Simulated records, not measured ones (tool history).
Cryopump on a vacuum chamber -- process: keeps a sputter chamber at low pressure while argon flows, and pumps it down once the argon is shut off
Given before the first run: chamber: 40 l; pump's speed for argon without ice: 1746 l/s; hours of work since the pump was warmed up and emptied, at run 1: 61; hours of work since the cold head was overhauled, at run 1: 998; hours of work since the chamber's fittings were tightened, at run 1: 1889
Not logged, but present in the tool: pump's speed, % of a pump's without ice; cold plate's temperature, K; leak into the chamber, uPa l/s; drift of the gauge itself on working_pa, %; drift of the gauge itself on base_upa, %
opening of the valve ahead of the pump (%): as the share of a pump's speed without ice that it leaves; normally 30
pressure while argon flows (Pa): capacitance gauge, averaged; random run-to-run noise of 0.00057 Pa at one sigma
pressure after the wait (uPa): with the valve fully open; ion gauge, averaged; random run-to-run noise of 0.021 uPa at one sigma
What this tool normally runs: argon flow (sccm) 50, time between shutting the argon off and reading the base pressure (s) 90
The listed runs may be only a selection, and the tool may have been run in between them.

| run | hour | argon flow (sccm) | time between shutting the argon off and reading the base pressure (s) | opening of the valve ahead of the pump (%) | hours of work since the pump was warmed up and emptied | hours of work since the cold head was overhauled | hours of work since the chamber's fittings were tightened | pressure while argon flows (Pa) | pressure after the wait (uPa) |
|---|---|---|---|---|---|---|---|---|---|
| 1 | 0.0 | 50 | 90 | 30 | 61 | 998 | 1889 | 0.1623 | 1.46 |
| 2 | 14.8 | 50 | 90 | 30 | 72 | 1009 | 1900 | 0.1620 | 1.45 |
| 3 | 34.5 | 50 | 90 | 30 | 86 | 1023 | 1914 | 0.1626 | 1.45 |
| 4 | 63.8 | 50 | 90 | 30 | 107 | 1044 | 1935 | 0.1624 | 1.49 |
| 5 | 90.3 | 50 | 90 | 30 | 126 | 1063 | 1954 | 0.1629 | 1.49 |
| 6 | 122.3 | 50 | 90 | 30 | 149 | 1086 | 1977 | 0.1638 | 1.48 |
| 7 | 137.0 | 50 | 90 | 30 | 160 | 1096 | 1987 | 0.1632 | 1.47 |
| 8 | 172.7 | 50 | 90 | 30 | 185 | 1122 | 2013 | 0.1628 | 1.54 |
| 9 | 198.6 | 50 | 126 | 30 | 204 | 1140 | 2031 | 0.1637 | 1.51 |
| 10 | 218.3 | 50 | 126 | 30 | 218 | 1155 | 2045 | 0.1635 | 1.51 |
| 11 | 237.3 | 50 | 126 | 30 | 232 | 1168 | 2059 | 0.1630 | 1.46 |
| 12 | 271.4 | 50 | 126 | 30 | 256 | 1193 | 2084 | 0.1641 | 1.48 |
| 13 | 292.1 | 50 | 126 | 30 | 271 | 1208 | 2098 | 0.1632 | 1.50 |
| 14 | 313.7 | 50 | 126 | 30 | 286 | 1223 | 2114 | 0.1634 | 1.52 |
| 15 | 348.1 | 50 | 90 | 23 | 311 | 1248 | 2139 | 0.2135 | 1.63 |
| 16 | 376.2 | 50 | 90 | 23 | 331 | 1268 | 2159 | 0.2137 | 1.64 |
| 17 | 402.1 | 50 | 90 | 23 | 350 | 1286 | 2177 | 0.2143 | 1.66 |
| 18 | 435.1 | 66 | 150 | 30 | 373 | 1310 | 2201 | 0.2191 | 1.54 |
| 19 | 459.2 | 66 | 150 | 30 | 391 | 1327 | 2218 | 0.2188 | 1.58 |
| 20 | 492.2 | 65 | 30 | 36 | 414 | 1351 | 2242 | 0.1802 | 2.37 |
| 21 | 509.7 | 65 | 30 | 36 | 427 | 1364 | 2254 | 0.1808 | 2.32 |
| 22 | 532.0 | 57 | 90 | 29 | 443 | 1379 | 2270 | 0.1952 | 1.72 |
| 23 | 558.2 | 50 | 25 | 36 | 462 | 1398 | 2289 | 0.1385 | 2.55 |
| 24 | 580.7 | 50 | 237 | 20 | 478 | 1414 | 2305 | 0.2472 | 1.61 |
|  | 606.6 | leaking fittings of the chamber tightened, without venting |
| 25 | 612.5 | 50 | 90 | 19 | 499 | 1436 | 4 | 0.2594 | 0.48 |
| 26 | 635.0 | 50 | 90 | 19 | 515 | 1452 | 20 | 0.2607 | 0.55 |
| 27 | 667.4 | 84 | 46 | 46 | 539 | 1475 | 44 | 0.1862 | 0.83 |
| 28 | 699.1 | 50 | 183 | 28 | 561 | 1498 | 66 | 0.1774 | 0.42 |
| 29 | 714.2 | 50 | 183 | 28 | 572 | 1509 | 77 | 0.1782 | 0.40 |
| 30 | 739.7 | 29 | 36 | 28 | 590 | 1527 | 95 | 0.1037 | 1.04 |
| 31 | 761.8 | 52 | 28 | 42 | 606 | 1543 | 111 | 0.1265 | 1.23 |
| 32 | 787.4 | 52 | 28 | 42 | 625 | 1561 | 130 | 0.1269 | 1.29 |
| 33 | 822.9 | 52 | 28 | 42 | 650 | 1587 | 155 | 0.1274 | 1.26 |
| 34 | 841.1 | 52 | 28 | 42 | 663 | 1600 | 168 | 0.1275 | 1.25 |

Branching from run 34: 4 alternative next runs. What would each branch give?
| A | 875.8 | 50 | 90 | 35 | 688 | 1625 | 193 | ? | ? |
| B | 875.8 | 52 | 28 | 56 | 688 | 1625 | 193 | ? | ? |
| C | 875.8 | 80 | 46 | 40 | 688 | 1625 | 193 | ? | ? |
| D | 875.8 | 29 | 28 | 29 | 688 | 1625 | 193 | ? | ? |

| run | pressure while argon flows (Pa) | pressure after the wait (uPa) |
|---|---|---|
| A | 0.1449 | 0.63 |
| B | 0.0969 | 1.34 |
| C | 0.2047 | 0.91 |
| D | 0.1011 | 1.29 |
Had the tool no hidden state, the same runs would have come out as:
| run | pressure while argon flows (Pa) | pressure after the wait (uPa) |
|---|---|---|
| A | 0.1379 | 0.49 |
| B | 0.0896 | 1.20 |
| C | 0.1936 | 0.76 |
| D | 0.0970 | 1.15 |

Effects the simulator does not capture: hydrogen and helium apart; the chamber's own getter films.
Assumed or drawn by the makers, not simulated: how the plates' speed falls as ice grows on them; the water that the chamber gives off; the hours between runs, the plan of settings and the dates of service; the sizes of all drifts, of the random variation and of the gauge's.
